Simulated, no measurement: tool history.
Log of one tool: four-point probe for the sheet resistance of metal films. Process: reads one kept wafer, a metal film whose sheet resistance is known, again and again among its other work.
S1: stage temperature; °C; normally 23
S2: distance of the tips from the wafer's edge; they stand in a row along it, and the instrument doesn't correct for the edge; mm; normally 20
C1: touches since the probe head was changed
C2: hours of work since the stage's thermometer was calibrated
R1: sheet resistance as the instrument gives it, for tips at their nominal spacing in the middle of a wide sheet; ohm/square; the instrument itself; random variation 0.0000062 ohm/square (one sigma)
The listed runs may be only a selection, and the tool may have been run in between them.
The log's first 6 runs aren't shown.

run,hour,S1,S2,C1,C2,R1
7,72.6,23,7,31386,118,0.031614
8,84.6,23,7,31687,124,0.031635
9,101.4,23,7,32109,134,0.031633
10,117.3,23,9,32505,143,0.031491
11,134.1,23,9,32925,153,0.031485
12,149.0,23,9,33298,161,0.031481
13,163.0,23,34,33649,169,0.031296
14,175.6,23,59,33963,176,0.031284
15,192.9,23,59,34397,186,0.031286
16,209.6,23,31,34814,196,0.031305
17,222.0,19,20,35125,203,0.031517
18,235.6,19,20,35465,211,0.031507
19,250.7,19,20,35843,219,0.031510
20,264.1,20,8,36179,227,0.031690
21,275.6,24,7,36467,234,0.031586
22,285.8,23,32,36723,239,0.031292
23,300.9,23,32,37099,248,0.031308
# hour 302.5: stage's thermometer calibrated
24,309.1,23,32,37292,4,0.031296
25,323.4,23,32,37650,12,0.031293
# hour 332.2: stage's thermometer calibrated, once more
26,340.7,20,12,38070,5,0.031549
27,357.9,29,32,38500,15,0.031054

For run 28, what comes out?
28,367.7,23,56,38747,20,?

R1: 0.031299 ohm/square
Take away the tool's hidden state, keep the run-to-run variation as it was, and the same run would have given R1 0.031197 ohm/square.
